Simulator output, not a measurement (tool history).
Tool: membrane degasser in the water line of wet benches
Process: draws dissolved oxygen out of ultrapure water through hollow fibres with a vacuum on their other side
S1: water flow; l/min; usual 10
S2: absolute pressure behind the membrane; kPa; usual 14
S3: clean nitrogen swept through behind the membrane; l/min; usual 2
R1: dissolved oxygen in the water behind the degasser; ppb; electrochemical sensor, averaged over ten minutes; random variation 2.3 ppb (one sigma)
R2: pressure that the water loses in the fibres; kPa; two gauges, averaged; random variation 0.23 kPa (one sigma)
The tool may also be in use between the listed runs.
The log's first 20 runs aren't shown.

Run 21, hour 5138.2: usual settings but S1 9 l/min, S2 11.3 kPa. Result: R1 158.9 ppb, R2 51.7 kPa.
Run 22, hour 5431: usual settings but S1 9 l/min, S2 11.3 kPa. Result: R1 159.1 ppb, R2 52.03 kPa.
Run 23, hour 5637.2: usual settings but S1 15 l/min, S2 26.6 kPa, S3 1.5 l/min. Result: R1 740.8 ppb, R2 86.56 kPa.
Run 24, hour 5918.4: usual settings but S1 15 l/min, S2 23.1 kPa, S3 1.5 l/min. Result: R1 689.2 ppb, R2 86.4 kPa.
Run 25, hour 6209.1: usual settings but S1 8 l/min, S3 3.5 l/min. Result: R1 110.4 ppb, R2 46.02 kPa.
At hour 6258.6: seals of the vacuum lines changed.
Run 26, hour 6420.9: usual settings but S1 7 l/min, S2 9 kPa, S3 4.36 l/min. Result: R1 56 ppb, R2 40.56 kPa.
Run 27, hour 6601.5: usual settings but S1 7 l/min, S2 9 kPa, S3 4.36 l/min. Result: R1 56.4 ppb, R2 40.27 kPa.
Run 28, hour 6781.2: usual settings but S2 21.6 kPa, S3 0.85 l/min. Result: R1 567 ppb, R2 57.47 kPa.
Run 29, hour 7124: usual settings but S1 7 l/min, S2 25.3 kPa, S3 3.79 l/min. Result: R1 133.3 ppb, R2 40.36 kPa.
Run 30, hour 7437.9: usual settings but S2 20.2 kPa, S3 4.98 l/min. Result: R1 178.8 ppb, R2 57.74 kPa.
Run 31, hour 7772.5: usual settings but S1 6 l/min, S2 30.7 kPa, S3 3.22 l/min. Result: R1 146.1 ppb, R2 34.66 kPa.

3 ways to go on from here, each from the tool as it stands after run 31. What would each give?
Run A, hour 7955.7: usual settings but S1 8 l/min, S2 13.5 kPa, S3 1.96 l/min. Result: R1 ?, R2 ?.
Run B, hour 7955.7: usual settings but S3 5.74 l/min. Result: R1 ?, R2 ?.
Run C, hour 7955.7: usual settings but S1 15 l/min, S2 21.8 kPa, S3 0.86 l/min. Result: R1 ?, R2 ?.

run     R1     R2
  A  151.5  46.46
  B  143.8  57.75
  C  903.2  86.26
Without the tool's hidden state the same runs would have given:
run     R1     R2
  A  151.4  46.44
  B  143.6  57.73
  C  902.8  86.23
